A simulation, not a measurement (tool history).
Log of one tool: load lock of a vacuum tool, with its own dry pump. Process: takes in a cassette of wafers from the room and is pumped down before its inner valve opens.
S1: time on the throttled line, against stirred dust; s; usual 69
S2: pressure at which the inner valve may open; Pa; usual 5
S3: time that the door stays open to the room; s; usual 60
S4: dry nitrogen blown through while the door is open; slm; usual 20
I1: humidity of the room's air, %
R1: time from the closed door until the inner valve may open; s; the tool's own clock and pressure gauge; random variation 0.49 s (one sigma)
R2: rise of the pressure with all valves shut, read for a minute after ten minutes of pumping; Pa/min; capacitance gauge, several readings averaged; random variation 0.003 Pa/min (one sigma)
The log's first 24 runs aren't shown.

Run 25, hour 1585.9: usual settings but S1 68 s, S3 229 s, S4 15 slm; I1 42.7. Result: R1 132.9 s, R2 0.061 Pa/min.
Run 26, hour 1664.9: usual settings but S1 78 s, S2 7 Pa, S3 53 s, S4 15 slm; I1 46.9. Result: R1 137.3 s, R2 0.033 Pa/min.
Run 27, hour 1753.5: usual settings but S1 78 s, S2 7 Pa, S3 53 s, S4 15 slm; I1 48.3. Result: R1 137.7 s, R2 0.033 Pa/min.
Run 28, hour 1819.6: usual settings but S1 60 s, S2 8 Pa, S3 82 s, S4 30 slm; I1 42.9. Result: R1 123.3 s, R2 0.022 Pa/min.
Run 29, hour 1887.5: usual settings but S4 5 slm; I1 44.3. Result: R1 134.2 s, R2 0.035 Pa/min.
Run 30, hour 1939.6: usual settings but S1 41 s, S3 150 s; I1 47.1. Result: R1 111 s, R2 0.047 Pa/min.
Run 31, hour 1978.9: usual settings but S1 121 s, S2 7 Pa, S3 150 s; I1 43.8. Result: R1 170.3 s, R2 0.041 Pa/min.
Run 32, hour 2033.5: usual settings but S1 40 s, S2 7 Pa, S3 150 s; I1 46.2. Result: R1 108.5 s, R2 0.045 Pa/min.
Run 33, hour 2087: usual settings but S4 7 slm; I1 45.9. Result: R1 133.4 s, R2 0.038 Pa/min.
Run 34, hour 2157.9: usual settings but S3 30 s, S4 7 slm; I1 45.7. Result: R1 133 s, R2 0.031 Pa/min.
Run 35, hour 2220.5: usual settings but S3 30 s, S4 7 slm; I1 46.1. Result: R1 132.8 s, R2 0.027 Pa/min.
Run 36, hour 2299: usual settings but S3 232 s, S4 7 slm; I1 45. Result: R1 133.5 s, R2 0.077 Pa/min.
Run 37, hour 2339.2: usual settings but S3 232 s, S4 7 slm; I1 45.7. Result: R1 133.4 s, R2 0.082 Pa/min.

4 ways to go on from here, each from the tool as it stands after run 37. What would each give?
Run A, hour 2405.6: usual settings but S3 98 s, S4 14 slm; I1 45.5. Result: R1 ?, R2 ?.
Run B, hour 2405.6: usual settings but S1 59 s, S3 28 s; I1 47.1. Result: R1 ?, R2 ?.
Run C, hour 2405.6: usual settings; I1 44.4. Result: R1 ?, R2 ?.
Run D, hour 2405.6: usual settings but S4 37 slm; I1 43.7. Result: R1 ?, R2 ?.

run     R1     R2
  A  132.8  0.044
  B  125.9  0.022
  C  133.4  0.029
  D  133.1   0.02
Without the tool's hidden state the same runs would have given:
run     R1     R2
  A  132.8  0.044
  B  125.9  0.022
  C  133.4  0.029
  D  133.1   0.02
